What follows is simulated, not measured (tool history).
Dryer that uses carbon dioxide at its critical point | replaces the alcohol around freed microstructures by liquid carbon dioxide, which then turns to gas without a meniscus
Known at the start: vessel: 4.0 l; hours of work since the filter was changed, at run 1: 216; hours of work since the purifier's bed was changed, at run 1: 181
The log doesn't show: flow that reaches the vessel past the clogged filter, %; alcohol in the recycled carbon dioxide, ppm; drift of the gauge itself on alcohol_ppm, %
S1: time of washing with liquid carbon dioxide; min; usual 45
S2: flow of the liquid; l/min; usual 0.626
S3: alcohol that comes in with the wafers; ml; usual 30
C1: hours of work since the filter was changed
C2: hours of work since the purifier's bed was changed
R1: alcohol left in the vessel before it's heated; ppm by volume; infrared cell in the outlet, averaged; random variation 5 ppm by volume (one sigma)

run,day,S1,S2,S3,C1,C2,R1
1,0,45,0.626,30,216,181,65
2,0.55,45,0.918,30,225,191,51
3,1.121,45,0.918,30,236,201,57
4,1.821,45,0.918,30,248,213,58
5,2.212,45,0.918,30,255,220,58
6,2.567,45,0.918,30,261,227,55
7,3.242,45,0.918,30,273,239,66
8,3.742,45,0.391,30,282,247,209
9,4.375,45,0.391,30,293,259,219
10,4.825,45,0.626,31,301,267,78
11,5.317,45,0.626,31,310,275,85
12,5.862,45,0.626,54,320,285,101
13,6.179,45,0.626,54,325,291,99
14,6.554,37,0.626,30,332,297,119
15,6.946,37,0.626,30,339,304,123
16,7.442,37,0.626,30,348,313,121
# day 7.617: inlet filter changed
17,8.146,45,0.626,30,9,325,92
18,8.542,48,0.626,30,16,332,93
19,9.275,48,0.626,30,29,345,98
20,9.692,45,0.696,30,37,353,91
21,10.162,45,0.696,30,45,361,101
22,10.833,45,0.696,30,57,373,94
23,11.496,45,0.801,30,69,385,89
24,11.921,28,0.537,55,76,392,468
25,12.517,28,0.537,55,87,403,498
26,13.004,46,0.959,120,96,411,102
27,13.592,38,0.626,84,106,422,176
28,13.942,38,0.626,84,112,428,178
29,14.575,32,0.651,84,124,439,239
30,15.288,32,0.651,84,136,452,252
31,15.583,45,0.847,51,142,457,118
32,16.042,45,0.847,51,150,465,124
33,16.362,52,0.698,51,155,471,123
34,16.708,45,0.386,49,162,477,346
35,17.112,45,0.386,49,169,484,336
36,17.708,45,0.386,49,179,495,355
37,18.154,45,0.626,25,187,503,128
38,18.758,45,0.626,25,198,514,146
39,19.292,45,0.626,25,208,523,151
40,19.817,28,0.55,59,217,532,532
41,20.504,69,0.403,30,229,545,151
42,20.921,69,0.403,30,237,552,152
43,21.471,36,0.649,53,246,562,193
44,22.175,36,0.68,53,259,574,183
45,22.592,45,0.783,89,266,582,150
46,23.304,45,0.783,21,279,595,152

Forecast each of these 5 alternatives for the next run:
A,23.967,70,0.822,90,291,606,?
B,23.967,36,0.78,21,291,606,?
C,23.967,41,0.56,31,291,606,?
D,23.967,45,0.513,21,291,606,?
E,23.967,45,0.433,98,291,606,?

run,R1
A,155
B,162
C,193
D,181
E,456
Without the tool's hidden state the same runs would have given:
run,R1
A,5
B,11
C,35
D,24
E,234
